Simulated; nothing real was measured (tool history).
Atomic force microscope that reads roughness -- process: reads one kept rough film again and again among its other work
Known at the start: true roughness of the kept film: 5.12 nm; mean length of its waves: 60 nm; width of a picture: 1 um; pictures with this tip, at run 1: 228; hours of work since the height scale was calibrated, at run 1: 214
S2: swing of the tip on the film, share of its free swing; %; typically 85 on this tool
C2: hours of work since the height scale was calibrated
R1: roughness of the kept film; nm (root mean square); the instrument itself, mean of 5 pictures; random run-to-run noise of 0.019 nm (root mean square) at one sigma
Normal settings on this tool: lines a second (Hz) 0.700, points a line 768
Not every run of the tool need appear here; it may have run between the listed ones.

Run 1, hour 0.0: usual settings; pictures with this tip 228; C2 214. Result: R1 4.622 nm (root mean square).
At hour 18.3: new tip fitted.
Run 2, hour 26.8: usual settings; pictures with this tip 11; C2 232. Result: R1 4.582 nm (root mean square).
Run 3, hour 51.2: usual settings; pictures with this tip 43; C2 248. Result: R1 4.602 nm (root mean square).
Run 4, hour 77.8: usual settings but lines a second (Hz) 2.466; pictures with this tip 78; C2 266. Result: R1 4.084 nm (root mean square).
Run 5, hour 105.0: usual settings; pictures with this tip 114; C2 285. Result: R1 4.610 nm (root mean square).
Run 6, hour 119.3: usual settings; pictures with this tip 132; C2 294. Result: R1 4.605 nm (root mean square).
Run 7, hour 150.0: usual settings; pictures with this tip 173; C2 315. Result: R1 4.573 nm (root mean square).
Run 8, hour 167.2: usual settings; pictures with this tip 195; C2 327. Result: R1 4.588 nm (root mean square).
Run 9, hour 197.6: usual settings; pictures with this tip 235; C2 347. Result: R1 4.622 nm (root mean square).
At hour 210.9: new tip fitted.
Run 10, hour 212.6: usual settings; pictures with this tip 2; C2 357. Result: R1 4.606 nm (root mean square).
Run 11, hour 230.3: usual settings but lines a second (Hz) 0.802; pictures with this tip 25; C2 369. Result: R1 4.592 nm (root mean square).
Run 12, hour 248.9: usual settings but lines a second (Hz) 0.802; pictures with this tip 50; C2 382. Result: R1 4.537 nm (root mean square).
Run 13, hour 271.2: usual settings but lines a second (Hz) 0.802; pictures with this tip 79; C2 397. Result: R1 4.592 nm (root mean square).
Run 14, hour 302.5: usual settings but lines a second (Hz) 1.285; pictures with this tip 120; C2 418. Result: R1 4.399 nm (root mean square).
Run 15, hour 333.2: usual settings; pictures with this tip 160; C2 439. Result: R1 4.573 nm (root mean square).
Run 16, hour 351.3: usual settings; pictures with this tip 184; C2 451. Result: R1 4.619 nm (root mean square).
Run 17, hour 381.7: usual settings; pictures with this tip 224; C2 472. Result: R1 4.589 nm (root mean square).
Run 18, hour 396.8: usual settings; pictures with this tip 244; C2 482. Result: R1 4.599 nm (root mean square).
At hour 404.1: new tip fitted.
Run 19, hour 424.5: usual settings; pictures with this tip 26; C2 500. Result: R1 4.602 nm (root mean square).
Run 20, hour 446.1: usual settings; pictures with this tip 55; C2 515. Result: R1 4.620 nm (root mean square).
Run 21, hour 471.6: usual settings; pictures with this tip 88; C2 532. Result: R1 4.583 nm (root mean square).
Run 22, hour 489.8: usual settings; pictures with this tip 112; C2 544. Result: R1 4.590 nm (root mean square).
Run 23, hour 509.9: usual settings; pictures with this tip 138; C2 558. Result: R1 4.563 nm (root mean square).
Run 24, hour 530.9: usual settings; pictures with this tip 166; C2 572. Result: R1 4.554 nm (root mean square).
Run 25, hour 549.4: usual settings but S2 69 %, points a line 577; pictures with this tip 190; C2 585. Result: R1 4.726 nm (root mean square).
Run 26, hour 577.1: usual settings but lines a second (Hz) 1.299, S2 69 %, points a line 577; pictures with this tip 227; C2 603. Result: R1 4.641 nm (root mean square).
Run 27, hour 591.0: usual settings but lines a second (Hz) 1.299, S2 69 %, points a line 577; pictures with this tip 245; C2 613. Result: R1 4.662 nm (root mean square).
At hour 597.6: new tip fitted.
Run 28, hour 609.8: usual settings but lines a second (Hz) 1.955, S2 62 %, points a line 503; pictures with this tip 16; C2 625. Result: R1 4.620 nm (root mean square).
Run 29, hour 630.9: usual settings but S2 55 %; pictures with this tip 44; C2 640. Result: R1 4.803 nm (root mean square).
Run 30, hour 649.6: usual settings but S2 55 %; pictures with this tip 68; C2 652. Result: R1 4.788 nm (root mean square).
Run 31, hour 663.8: usual settings but S2 78 %, points a line 348; pictures with this tip 87; C2 662. Result: R1 4.694 nm (root mean square).
Run 32, hour 687.3: usual settings but lines a second (Hz) 3.598, points a line 348; pictures with this tip 117; C2 678. Result: R1 3.782 nm (root mean square).
Run 33, hour 718.6: usual settings but lines a second (Hz) 3.598, points a line 348; pictures with this tip 159; C2 699. Result: R1 3.800 nm (root mean square).
Run 34, hour 739.8: usual settings but lines a second (Hz) 3.320, S2 65 %, points a line 614; pictures with this tip 186; C2 713. Result: R1 4.427 nm (root mean square).
Run 35, hour 756.4: usual settings but lines a second (Hz) 2.367, S2 73 %, points a line 447; pictures with this tip 208; C2 725. Result: R1 4.386 nm (root mean square).
Run 36, hour 783.9: usual settings but lines a second (Hz) 1.293, points a line 273; pictures with this tip 244; C2 743. Result: R1 4.387 nm (root mean square).
At hour 791.9: new tip fitted.
Run 37, hour 804.6: usual settings but lines a second (Hz) 1.664, S2 65 %, points a line 319; pictures with this tip 17; C2 757. Result: R1 4.628 nm (root mean square).
Run 38, hour 827.7: usual settings but lines a second (Hz) 1.664, S2 65 %, points a line 319; pictures with this tip 47; C2 772. Result: R1 4.651 nm (root mean square).
Run 39, hour 852.6: usual settings but lines a second (Hz) 1.639, S2 56 %, points a line 352; pictures with this tip 80; C2 789. Result: R1 4.737 nm (root mean square).
Run 40, hour 873.8: usual settings but lines a second (Hz) 2.722, S2 68 %, points a line 701; pictures with this tip 107; C2 804. Result: R1 4.445 nm (root mean square).
Run 41, hour 905.8: usual settings but lines a second (Hz) 2.660, S2 75 %, points a line 510; pictures with this tip 150; C2 825. Result: R1 4.327 nm (root mean square).
Run 42, hour 922.0: usual settings but lines a second (Hz) 2.660, S2 75 %, points a line 510; pictures with this tip 171; C2 836. Result: R1 4.309 nm (root mean square).
Run 43, hour 953.6: usual settings but lines a second (Hz) 2.660, S2 75 %, points a line 510; pictures with this tip 212; C2 858. Result: R1 4.322 nm (root mean square).
Run 44, hour 977.3: usual settings but lines a second (Hz) 2.660, S2 75 %, points a line 510; pictures with this tip 243; C2 874. Result: R1 4.316 nm (root mean square).
At hour 985.3: new tip fitted.
Run 45, hour 994.3: usual settings but lines a second (Hz) 2.660, S2 64 %, points a line 510; pictures with this tip 12; C2 885. Result: R1 4.566 nm (root mean square).
Run 46, hour 1020.6: usual settings but lines a second (Hz) 2.191, points a line 352; pictures with this tip 46; C2 903. Result: R1 4.139 nm (root mean square).
Run 47, hour 1044.4: usual settings but lines a second (Hz) 2.191, S2 56 %, points a line 352; pictures with this tip 78; C2 919. Result: R1 4.687 nm (root mean square).
Run 48, hour 1069.1: usual settings but lines a second (Hz) 0.643, S2 56 %, points a line 352; pictures with this tip 110; C2 935. Result: R1 4.767 nm (root mean square).

Describe how what the log doesn't record of the tool's condition differs between the last listed run preceding each entry between runs and the first listed run following it.
Between runs 1 and 2: new tip fitted (hour 18.3)
  radius of the tip, nm: 10.4 -> 10
Between runs 9 and 10: new tip fitted (hour 210.9)
  radius of the tip, nm: 10.4 -> 10
Between runs 18 and 19: new tip fitted (hour 404.1)
  radius of the tip, nm: 10.4 -> 10
Between runs 27 and 28: new tip fitted (hour 597.6)
  radius of the tip, nm: 10.4 -> 10
Between runs 36 and 37: new tip fitted (hour 791.9)
  radius of the tip, nm: 10.4 -> 10.1
Between runs 44 and 45: new tip fitted (hour 985.3)
  radius of the tip, nm: 10.4 -> 10

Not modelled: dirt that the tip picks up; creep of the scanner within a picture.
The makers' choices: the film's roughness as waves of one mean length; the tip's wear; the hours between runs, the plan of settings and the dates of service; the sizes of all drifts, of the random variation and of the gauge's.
